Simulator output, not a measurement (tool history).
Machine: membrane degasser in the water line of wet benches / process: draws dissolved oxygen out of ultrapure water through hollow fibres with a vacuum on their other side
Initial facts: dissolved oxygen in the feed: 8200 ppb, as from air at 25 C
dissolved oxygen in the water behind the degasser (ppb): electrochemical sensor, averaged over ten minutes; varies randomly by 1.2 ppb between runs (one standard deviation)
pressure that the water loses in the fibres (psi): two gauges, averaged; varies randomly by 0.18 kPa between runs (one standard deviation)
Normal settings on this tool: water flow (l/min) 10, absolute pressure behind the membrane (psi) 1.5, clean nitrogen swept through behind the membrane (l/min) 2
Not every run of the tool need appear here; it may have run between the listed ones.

run,hour,water flow (l/min),absolute pressure behind the membrane (psi),clean nitrogen swept through behind the membrane (l/min),dissolved oxygen in the water behind the degasser (ppb),pressure that the water loses in the fibres (psi)
1,0,10,1.5,2,121.8,4.704
2,187.4,10,1.5,2,121.6,4.78
3,310.1,10,1.5,3.44,88,4.725
4,508.3,10,1.5,3.44,89.1,4.741
# hour 530.2: seals of the vacuum lines changed
5,719.8,10,1.5,2,120.1,4.769
6,924.4,10,1.5,2,120.6,4.798
7,1088.6,10,1.5,2,118.7,4.83
8,1320.4,10,1.5,2,120.1,4.778
9,1431.3,10,1.5,2,121.8,4.808
10,1562.9,10,1.5,2,120,4.783
11,1742.3,10,1.5,2,120.6,4.775
12,1912.6,13,1.5,2,211.1,6.2
13,2129.4,13,1.5,2,220.6,6.284
14,2357.4,13,1.5,2,215.5,6.237
15,2452.8,10,1.5,1.7,133.1,4.846
16,2685,10,1.5,1.7,135,4.834

The next listed run, before its measurement:
# hour 2832.7: vacuum gauge calibrated
17,2908.9,10,1.5,3.79,?,?

dissolved oxygen in the water behind the degasser (ppb): 83.1
pressure that the water loses in the fibres (psi): 4.804
Had the tool carried no hidden state, the very same run would have given dissolved oxygen in the water behind the degasser (ppb) 83.1, pressure that the water loses in the fibres (psi) 4.696.
